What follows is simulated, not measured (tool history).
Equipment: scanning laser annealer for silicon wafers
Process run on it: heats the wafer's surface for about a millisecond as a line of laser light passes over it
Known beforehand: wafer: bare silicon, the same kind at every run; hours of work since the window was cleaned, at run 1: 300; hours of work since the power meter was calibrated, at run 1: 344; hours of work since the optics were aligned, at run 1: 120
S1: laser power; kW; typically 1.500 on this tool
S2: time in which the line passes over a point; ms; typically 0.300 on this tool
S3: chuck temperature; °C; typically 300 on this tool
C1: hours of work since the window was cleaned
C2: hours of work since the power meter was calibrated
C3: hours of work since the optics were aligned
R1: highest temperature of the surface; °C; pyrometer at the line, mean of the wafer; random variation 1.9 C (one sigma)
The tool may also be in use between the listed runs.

run 1 hour=0.0 | S1=1.500 S2=0.300 S3=300 | C1=300 C2=344 C3=120 | R1=1066
run 2 hour=37.5 | S1=1.500 S2=0.329 S3=300 | C1=326 C2=369 C3=146 | R1=1094
-- hour=52.2 window over the wafer cleaned
run 3 hour=63.8 | S1=1.500 S2=0.260 S3=300 | C1=8 C2=386 C3=163 | R1=1053
run 4 hour=109.1 | S1=1.500 S2=0.260 S3=300 | C1=39 C2=417 C3=194 | R1=1049
run 5 hour=151.9 | S1=1.500 S2=0.260 S3=300 | C1=68 C2=446 C3=223 | R1=1045
run 6 hour=197.4 | S1=1.638 S2=0.260 S3=300 | C1=100 C2=478 C3=254 | R1=1116
run 7 hour=224.8 | S1=1.311 S2=0.300 S3=300 | C1=118 C2=496 C3=273 | R1=979
run 8 hour=270.9 | S1=1.311 S2=0.300 S3=300 | C1=150 C2=528 C3=305 | R1=972
run 9 hour=314.8 | S1=1.500 S2=0.300 S3=300 | C1=180 C2=558 C3=335 | R1=1080
run 10 hour=359.9 | S1=1.328 S2=0.272 S3=338 | C1=211 C2=589 C3=366 | R1=987
run 11 hour=382.2 | S1=1.391 S2=0.300 S3=286 | C1=226 C2=604 C3=381 | R1=997
run 12 hour=410.2 | S1=1.578 S2=0.333 S3=300 | C1=246 C2=623 C3=400 | R1=1156
run 13 hour=433.9 | S1=1.334 S2=0.300 S3=305 | C1=262 C2=640 C3=416 | R1=981
run 14 hour=476.9 | S1=1.500 S2=0.300 S3=300 | C1=291 C2=669 C3=446 | R1=1063
run 15 hour=510.8 | S1=1.569 S2=0.300 S3=307 | C1=315 C2=692 C3=469 | R1=1107
run 16 hour=531.9 | S1=1.500 S2=0.283 S3=300 | C1=329 C2=707 C3=484 | R1=1040
-- hour=541.5 window over the wafer cleaned
run 17 hour=561.5 | S1=1.500 S2=0.283 S3=300 | C1=14 C2=726 C3=503 | R1=1077
run 18 hour=594.5 | S1=1.622 S2=0.251 S3=327 | C1=36 C2=748 C3=525 | R1=1127

Measured result minus the same run's result without the hidden state. Both carry the same run-to-run variation, though not necessarily the same gauge scatter:
Hidden state present: light that passes the window, % of a clean one's; laser's true power over the reading, %; width of the line over the set one, %; drift of the gauge itself on peak_c, C.
run=1 R1=-39
run=2 R1=-44
run=3 R1=-4
run=4 R1=-7
run=5 R1=-11
run=6 R1=-16
run=7 R1=-16
run=8 R1=-20
run=9 R1=-26
run=10 R1=-26
run=11 R1=-30
run=12 R1=-39
run=13 R1=-33
run=14 R1=-41
run=15 R1=-47
run=16 R1=-45
run=17 R1=-7
run=18 R1=-11

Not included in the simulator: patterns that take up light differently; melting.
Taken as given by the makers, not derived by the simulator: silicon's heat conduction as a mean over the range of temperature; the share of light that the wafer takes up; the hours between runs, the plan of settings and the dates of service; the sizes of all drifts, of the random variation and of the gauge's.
